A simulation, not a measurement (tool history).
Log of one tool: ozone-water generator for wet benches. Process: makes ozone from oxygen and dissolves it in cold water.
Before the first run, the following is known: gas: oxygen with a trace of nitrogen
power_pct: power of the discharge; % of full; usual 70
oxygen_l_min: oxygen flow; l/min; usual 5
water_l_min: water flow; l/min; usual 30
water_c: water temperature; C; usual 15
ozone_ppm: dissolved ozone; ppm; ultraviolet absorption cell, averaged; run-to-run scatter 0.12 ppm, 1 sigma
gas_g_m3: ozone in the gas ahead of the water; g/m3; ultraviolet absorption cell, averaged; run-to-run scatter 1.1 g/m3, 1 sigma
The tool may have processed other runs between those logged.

| run | hour | power_pct | oxygen_l_min | water_l_min | water_c | ozone_ppm | gas_g_m3 |
|---|---|---|---|---|---|---|---|
| 1 | 0 | 70 | 5 | 30 | 15 | 16.8 | 189.2 |
| 2 | 35.9 | 70 | 5 | 30 | 15 | 16.6 | 188 |
| 3 | 71.5 | 70 | 5 | 30 | 15 | 16.8 | 188.3 |
| 4 | 131 | 70 | 5 | 30 | 15 | 16.7 | 188.7 |
| 5 | 179.6 | 70 | 5 | 30 | 15 | 16.6 | 187.4 |
| 6 | 225.9 | 70 | 5 | 30 | 15 | 16.5 | 188.4 |
| 7 | 252.5 | 70 | 5 | 30 | 15 | 16.6 | 188.5 |
| 8 | 293.7 | 70 | 5 | 30 | 15 | 16.8 | 188.8 |
| 9 | 342.3 | 70 | 5 | 30 | 15 | 16.7 | 188.7 |
| 10 | 398.2 | 70 | 5 | 30 | 15 | 16.7 | 186 |
| 11 | 427.8 | 70 | 5 | 30 | 15 | 16.7 | 189.2 |
| 12 | 455.9 | 70 | 5 | 30 | 15 | 16.7 | 187.1 |
| 13 | 491.6 | 70 | 6.56 | 36 | 19 | 13.3 | 160.2 |
| 14 | 548.1 | 70 | 6.56 | 36 | 19 | 13.2 | 160.6 |
| 15 | 607.7 | 70 | 6.56 | 36 | 19 | 13.4 | 161.4 |
| 16 | 665.3 | 58 | 5.87 | 33 | 11 | 13.6 | 145.2 |
| 17 | 715.6 | 76 | 4.21 | 33 | 12 | 15.8 | 221.8 |
| 18 | 775.1 | 43 | 4.14 | 25 | 8 | 13.6 | 140.3 |
| 19 | 802.5 | 73 | 5 | 22 | 15 | 22.6 | 195.3 |
| 20 | 839 | 73 | 5 | 22 | 15 | 22.9 | 193.3 |
| 21 | 871.1 | 44 | 5 | 30 | 21 | 10.5 | 127 |
| 22 | 925.5 | 87 | 7.08 | 38 | 8 | 17 | 183.2 |
| 23 | 961.9 | 70 | 3.23 | 30 | 15 | 15.2 | 238.6 |
| 24 | 1004.8 | 70 | 3.23 | 44 | 15 | 9.8 | 239 |

Here are 3 independent what-if runs from the current tool condition. What would each one return?
| A | 1029.9 | 70 | 3.23 | 44 | 14 | ? | ? |
| B | 1029.9 | 61 | 3.23 | 23 | 9 | ? | ? |
| C | 1029.9 | 70 | 3.23 | 43 | 15 | ? | ? |

| run | ozone_ppm | gas_g_m3 |
|---|---|---|
| A | 9.7 | 240.1 |
| B | 19.2 | 212.8 |
| C | 10.2 | 241.1 |
Had the tool no hidden state, the same runs would have come out as:
| run | ozone_ppm | gas_g_m3 |
|---|---|---|
| A | 10.1 | 245.8 |
| B | 19.8 | 217.3 |
| C | 10.6 | 246.8 |

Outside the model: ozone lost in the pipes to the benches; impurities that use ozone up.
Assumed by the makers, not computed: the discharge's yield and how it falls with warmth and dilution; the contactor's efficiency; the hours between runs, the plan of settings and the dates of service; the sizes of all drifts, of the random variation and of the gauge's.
